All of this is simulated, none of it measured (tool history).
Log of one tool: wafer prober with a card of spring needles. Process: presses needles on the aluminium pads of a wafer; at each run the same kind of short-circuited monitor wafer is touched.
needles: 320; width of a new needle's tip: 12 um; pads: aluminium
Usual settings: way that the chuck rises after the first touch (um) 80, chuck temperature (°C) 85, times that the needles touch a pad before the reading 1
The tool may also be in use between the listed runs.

run,day,way that the chuck rises after the first touch (um),chuck temperature (°C),times that the needles touch a pad before the reading,resistance of one needle with its contact and lead (mohm),way that a needle slides on the pad (um)
1,0.000,80,85,1,152,10.750
# day 0.454: tips cleaned on abrasive film
2,0.962,80,85,1,150,10.713
# day 1.488: tips cleaned on abrasive film
3,1.838,80,85,1,151,10.709
# day 2.550: tips cleaned on abrasive film
4,2.992,80,85,1,149,10.655
# day 3.621: tips cleaned on abrasive film
5,4.138,80,85,3,151,10.640
# day 4.662: tips cleaned on abrasive film
6,4.729,80,85,3,151,10.604
7,5.504,80,85,3,150,10.568
# day 5.679: tips cleaned on abrasive film
8,6.196,80,85,3,149,10.581
# day 6.683: tips cleaned on abrasive film
9,7.342,80,85,1,154,10.540
# day 7.750: tips cleaned on abrasive film
10,8.512,80,85,1,151,10.495
# day 8.821: tips cleaned on abrasive film
11,9.333,80,85,1,151,10.474
# day 9.450: height of the first contact set anew
# day 9.854: tips cleaned on abrasive film
12,9.854,80,85,1,150,10.459
# day 9.912: gauge calibrated
# day 10.871: tips cleaned on abrasive film
13,10.938,80,85,1,151,10.730
14,11.692,80,85,1,151,10.703
# day 11.875: tips cleaned on abrasive film
15,12.746,80,85,1,151,10.652
# day 12.929: tips cleaned on abrasive film
16,13.767,80,76,1,150,10.652
# day 13.975: tips cleaned on abrasive film
17,14.675,66,27,1,145,8.762
# day 14.979: tips cleaned on abrasive film
18,15.338,66,27,1,143,8.741
# day 15.979: tips cleaned on abrasive film
19,16.142,70,85,2,152,9.240
20,16.738,67,89,1,152,8.839
# day 17.029: tips cleaned on abrasive film
21,17.804,67,89,1,154,8.811
# day 18.088: tips cleaned on abrasive film
22,18.754,73,31,1,143,9.580
# day 19.125: tips cleaned on abrasive film
23,19.712,74,31,2,141,9.684
# day 20.129: tips cleaned on abrasive film
24,20.883,74,31,2,141,9.617
# day 21.175: tips cleaned on abrasive film
25,21.788,80,38,1,144,10.408
# day 22.217: tips cleaned on abrasive film
26,22.650,80,38,1,142,10.360
# day 23.312: tips cleaned on abrasive film
27,23.588,80,85,1,152,10.365
28,24.188,65,85,2,156,8.386
# day 24.325: tips cleaned on abrasive film
29,25.100,73,85,3,150,9.387
# day 25.404: tips cleaned on abrasive film
30,25.983,99,31,3,139,12.712
# day 26.496: tips cleaned on abrasive film
31,26.521,99,31,3,138,12.696
# day 27.242: height of the first contact set anew
# day 27.575: tips cleaned on abrasive film
32,27.575,79,32,1,141,10.084

3 ways to go on from here, each from the tool as it stands after run 32. What would each give?
A,28.138,80,79,1,?,?
B,28.138,70,91,2,?,?
C,28.138,99,54,1,?,?

run,resistance of one needle with its contact and lead (mohm),way that a needle slides on the pad (um)
A,152,10.196
B,152,8.937
C,145,12.614
Without the tool's hidden state the same runs would have given:
run,resistance of one needle with its contact and lead (mohm),way that a needle slides on the pad (um)
A,151,10.750
B,152,9.422
C,145,13.299

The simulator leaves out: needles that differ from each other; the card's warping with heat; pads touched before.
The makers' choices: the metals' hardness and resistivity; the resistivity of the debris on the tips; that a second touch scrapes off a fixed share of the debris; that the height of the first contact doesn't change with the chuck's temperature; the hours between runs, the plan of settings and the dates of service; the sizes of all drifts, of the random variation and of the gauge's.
